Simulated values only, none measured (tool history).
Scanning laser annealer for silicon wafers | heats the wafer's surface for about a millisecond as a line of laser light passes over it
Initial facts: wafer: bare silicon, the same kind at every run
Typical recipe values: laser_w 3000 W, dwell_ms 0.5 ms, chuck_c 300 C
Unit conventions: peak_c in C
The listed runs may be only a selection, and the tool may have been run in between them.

| run | day | laser_w | dwell_ms | chuck_c | peak_c |
|---|---|---|---|---|---|
| 1 | 0 | 3000 | 0.5 | 300 | 1118 |
| 2 | 0.312 | 3000 | 0.5 | 300 | 1116 |
| 3 | 0.779 | 3000 | 0.5 | 300 | 1117 |
| 4 | 1.1 | 3000 | 0.5 | 300 | 1119 |
| 5 | 1.696 | 3000 | 0.5 | 300 | 1116 |
| 6 | 2.029 | 3000 | 0.5 | 300 | 1121 |
| 7 | 2.321 | 3000 | 0.5 | 300 | 1116 |
| 8 | 2.633 | 3000 | 0.5 | 300 | 1119 |
| 9 | 3.171 | 3000 | 0.5 | 300 | 1117 |
| 10 | 3.758 | 3000 | 0.5 | 300 | 1114 |
| 11 | 4.183 | 3000 | 0.5 | 334 | 1148 |
| 12 | 4.471 | 3000 | 0.5 | 264 | 1079 |
| 13 | 5.046 | 3000 | 0.5 | 264 | 1077 |
| 14 | 5.383 | 3000 | 0.5 | 264 | 1077 |
| 15 | 5.642 | 3000 | 0.5 | 300 | 1118 |
| 16 | 6.192 | 3000 | 0.5 | 300 | 1114 |
| 17 | 6.721 | 3000 | 0.5 | 300 | 1112 |
| 18 | 7.233 | 3000 | 0.5 | 300 | 1116 |
| 19 | 7.621 | 3000 | 0.5 | 300 | 1116 |
| 20 | 8.033 | 3000 | 0.5 | 299 | 1112 |
| 21 | 8.5 | 2912 | 0.5 | 277 | 1073 |
| 22 | 9.021 | 3000 | 0.521 | 277 | 1111 |
| 23 | 9.554 | 2901 | 0.5 | 295 | 1081 |
| 24 | 10.188 | 2901 | 0.5 | 295 | 1098 |
| 25 | 10.771 | 3085 | 0.5 | 309 | 1158 |
| 26 | 11.354 | 3085 | 0.378 | 309 | 1043 |
| 27 | 12.046 | 3085 | 0.378 | 309 | 1058 |
| 28 | 12.412 | 3079 | 0.5 | 263 | 1129 |
| 29 | 12.783 | 3079 | 0.5 | 263 | 1126 |
| 30 | 13.083 | 3055 | 0.387 | 317 | 1070 |
| 31 | 13.333 | 3066 | 0.399 | 321 | 1082 |
| 32 | 13.592 | 2713 | 0.5 | 291 | 1058 |
| 33 | 14.071 | 2713 | 0.5 | 291 | 1058 |
| 34 | 14.592 | 3000 | 0.424 | 282 | 1054 |
| 35 | 15.108 | 2570 | 0.551 | 300 | 1069 |
| 36 | 15.704 | 3000 | 0.373 | 260 | 986 |
| 37 | 16.067 | 3108 | 0.607 | 300 | 1264 |
| 38 | 16.558 | 3025 | 0.5 | 277 | 1123 |
| 39 | 17.079 | 2705 | 0.4 | 319 | 1000 |
| 40 | 17.379 | 3242 | 0.5 | 329 | 1234 |

Withheld: 2 entries from between the runs. Position of each, and hidden state at the listed run before versus the listed run after:
Between runs 23 and 24: optics aligned, line set to its width (day 10.05)
  light that passes the window, % of a clean one's: 97.93 -> 97.92; width of the line over the set one, %: 4.83 -> 0.02
  measured result minus the result with no hidden state, peak_c: -33 -> -18 C
Between runs 26 and 27: window over the wafer cleaned (day 11.708)
  light that passes the window, % of a clean one's: 97.88 -> 99.87; laser's true power over the reading, %: -0.27 -> -0.28; width of the line over the set one, %: 0.06 -> 0.09
  measured result minus the result with no hidden state, peak_c: -17 -> -3 C

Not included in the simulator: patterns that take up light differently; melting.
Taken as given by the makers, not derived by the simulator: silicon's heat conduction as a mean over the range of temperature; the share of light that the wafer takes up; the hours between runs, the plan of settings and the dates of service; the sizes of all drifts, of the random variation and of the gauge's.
